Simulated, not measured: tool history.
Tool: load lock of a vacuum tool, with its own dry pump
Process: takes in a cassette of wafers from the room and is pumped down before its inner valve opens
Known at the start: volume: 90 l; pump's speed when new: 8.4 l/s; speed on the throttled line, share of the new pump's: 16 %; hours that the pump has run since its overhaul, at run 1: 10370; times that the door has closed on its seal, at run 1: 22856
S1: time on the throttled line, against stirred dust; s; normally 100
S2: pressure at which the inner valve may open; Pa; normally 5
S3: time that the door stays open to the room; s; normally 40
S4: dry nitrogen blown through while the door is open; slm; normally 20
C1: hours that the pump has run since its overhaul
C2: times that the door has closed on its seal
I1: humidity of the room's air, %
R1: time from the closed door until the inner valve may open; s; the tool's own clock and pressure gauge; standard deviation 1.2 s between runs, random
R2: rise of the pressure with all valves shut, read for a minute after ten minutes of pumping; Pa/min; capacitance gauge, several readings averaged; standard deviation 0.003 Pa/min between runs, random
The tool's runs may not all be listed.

run 1 day=0 | S1=100 S2=5 S3=40 S4=20 | C1=10370 C2=22856 | I1=46.4 | R1=204.3 R2=0.303
run 2 day=7.462 | S1=100 S2=5 S3=39 S4=20 | C1=10549 C2=23280 | I1=43 | R1=204.4 R2=0.295
run 3 day=14.542 | S1=100 S2=5 S3=39 S4=20 | C1=10719 C2=23683 | I1=43.3 | R1=200.4 R2=0.303
run 4 day=25.421 | S1=100 S2=5 S3=39 S4=20 | C1=10980 C2=24302 | I1=46.8 | R1=202 R2=0.322
run 5 day=33.704 | S1=100 S2=5 S3=39 S4=20 | C1=11179 C2=24774 | I1=43.9 | R1=201.9 R2=0.331
run 6 day=43.179 | S1=100 S2=5 S3=39 S4=20 | C1=11406 C2=25313 | I1=42.9 | R1=204.1 R2=0.335
run 7 day=53.075 | S1=91 S2=5 S3=51 S4=6 | C1=11644 C2=25876 | I1=47.7 | R1=197.5 R2=0.364
run 8 day=61.45 | S1=94 S2=5 S3=51 S4=6 | C1=11845 C2=26352 | I1=45.9 | R1=196.5 R2=0.37
run 9 day=69.804 | S1=94 S2=5 S3=51 S4=6 | C1=12045 C2=26828 | I1=47.6 | R1=200.5 R2=0.376
run 10 day=81.271 | S1=94 S2=5 S3=51 S4=6 | C1=12320 C2=27480 | I1=40.8 | R1=201 R2=0.396
run 11 day=88.329 | S1=193 S2=6 S3=40 S4=28 | C1=12490 C2=27881 | I1=45.1 | R1=281 R2=0.397
run 12 day=96.792 | S1=193 S2=6 S3=40 S4=28 | C1=12693 C2=28363 | I1=44.8 | R1=280 R2=0.407

Consider 4 possible next runs. They are alternatives, not a sequence: every one starts from the tool as it was left by run 12. What does each give?
run A day=102.929 | S1=198 S2=6 S3=39 S4=11 | C1=12840 C2=28712 | I1=43.6 | R1=? R2=?
run B day=102.929 | S1=193 S2=7 S3=40 S4=5 | C1=12840 C2=28712 | I1=44.9 | R1=? R2=?
run C day=102.929 | S1=51 S2=6 S3=40 S4=30 | C1=12840 C2=28712 | I1=42.6 | R1=? R2=?
run D day=102.929 | S1=100 S2=5 S3=219 S4=20 | C1=12840 C2=28712 | I1=46.5 | R1=? R2=?

run=A R1=284 R2=0.419
run=B R1=277 R2=0.425
run=C R1=164 R2=0.41
run=D R1=205.9 R2=0.432
The same runs, with their run-to-run variation unchanged, on a tool lacking any hidden condition would have given:
run=A R1=272.5 R2=0.015
run=B R1=265.6 R2=0.022
run=C R1=148.8 R2=0.009
run=D R1=191.4 R2=0.023
